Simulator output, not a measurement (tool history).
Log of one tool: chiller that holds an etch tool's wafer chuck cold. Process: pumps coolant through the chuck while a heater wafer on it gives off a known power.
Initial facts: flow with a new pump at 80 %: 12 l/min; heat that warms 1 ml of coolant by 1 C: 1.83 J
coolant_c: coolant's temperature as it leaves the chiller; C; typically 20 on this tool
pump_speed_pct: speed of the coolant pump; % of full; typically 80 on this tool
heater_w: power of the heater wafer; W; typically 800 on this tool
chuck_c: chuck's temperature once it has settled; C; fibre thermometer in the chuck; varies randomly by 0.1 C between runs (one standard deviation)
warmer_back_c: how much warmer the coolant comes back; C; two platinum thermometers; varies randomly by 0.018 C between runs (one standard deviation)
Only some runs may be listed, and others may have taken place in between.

| run | hour | coolant_c | pump_speed_pct | heater_w | chuck_c | warmer_back_c |
|---|---|---|---|---|---|---|
| 1 | 0 | 20 | 80 | 800 | 26.5 | 2.18 |
| 2 | 106.7 | 12 | 80 | 800 | 18.5 | 2.19 |
| 3 | 168.1 | 20 | 80 | 800 | 26.7 | 2.19 |
|  | 211.3 | chiller's thermometer calibrated |
| 4 | 249.5 | 20 | 80 | 800 | 25.8 | 2.22 |
| 5 | 293.8 | 20 | 80 | 800 | 25.9 | 2.2 |
| 6 | 336.8 | 20 | 80 | 800 | 26 | 2.24 |
|  | 377.3 | coolant changed, channels flushed |
| 7 | 443.6 | 20 | 80 | 800 | 25.4 | 2.2 |
| 8 | 550.5 | 20 | 80 | 800 | 25.3 | 2.21 |
| 9 | 600.5 | 20 | 80 | 800 | 25.3 | 2.21 |
| 10 | 678.6 | 20 | 80 | 800 | 25.6 | 2.21 |
| 11 | 730 | 20 | 80 | 800 | 25.5 | 2.18 |
| 12 | 796.3 | 20 | 83 | 800 | 25.4 | 2.13 |
| 13 | 872.4 | 20 | 83 | 800 | 25.3 | 2.12 |
| 14 | 942.3 | 22 | 80 | 800 | 27.5 | 2.24 |
| 15 | 1043.7 | 22 | 80 | 800 | 27.4 | 2.22 |
| 16 | 1106.1 | 22 | 80 | 800 | 27.7 | 2.22 |
| 17 | 1210.5 | 20 | 80 | 800 | 25.5 | 2.24 |
| 18 | 1310.7 | 11 | 98 | 449 | 13.9 | 1.04 |
| 19 | 1403 | 11 | 98 | 449 | 13.7 | 1.01 |
| 20 | 1468.5 | 20 | 61 | 800 | 27.3 | 2.93 |
| 21 | 1558.1 | 20 | 61 | 591 | 25.3 | 2.16 |
| 22 | 1629.4 | 18 | 80 | 649 | 22.9 | 1.81 |
| 23 | 1709.9 | 28 | 85 | 649 | 32.5 | 1.71 |
|  | 1724 | coolant pump overhauled |
| 24 | 1816.4 | 28 | 85 | 649 | 32.8 | 1.75 |

Predict the results of run 25:
| 25 | 1907.8 | 28 | 85 | 649 | ? | ? |

{"run 25": {"chuck_c": 32.8, "warmer_back_c": 1.72}}
Were there no unlogged condition in the tool, this run, its random variation unchanged, would have produced chuck_c 32.2 C, warmer_back_c 1.64 C.
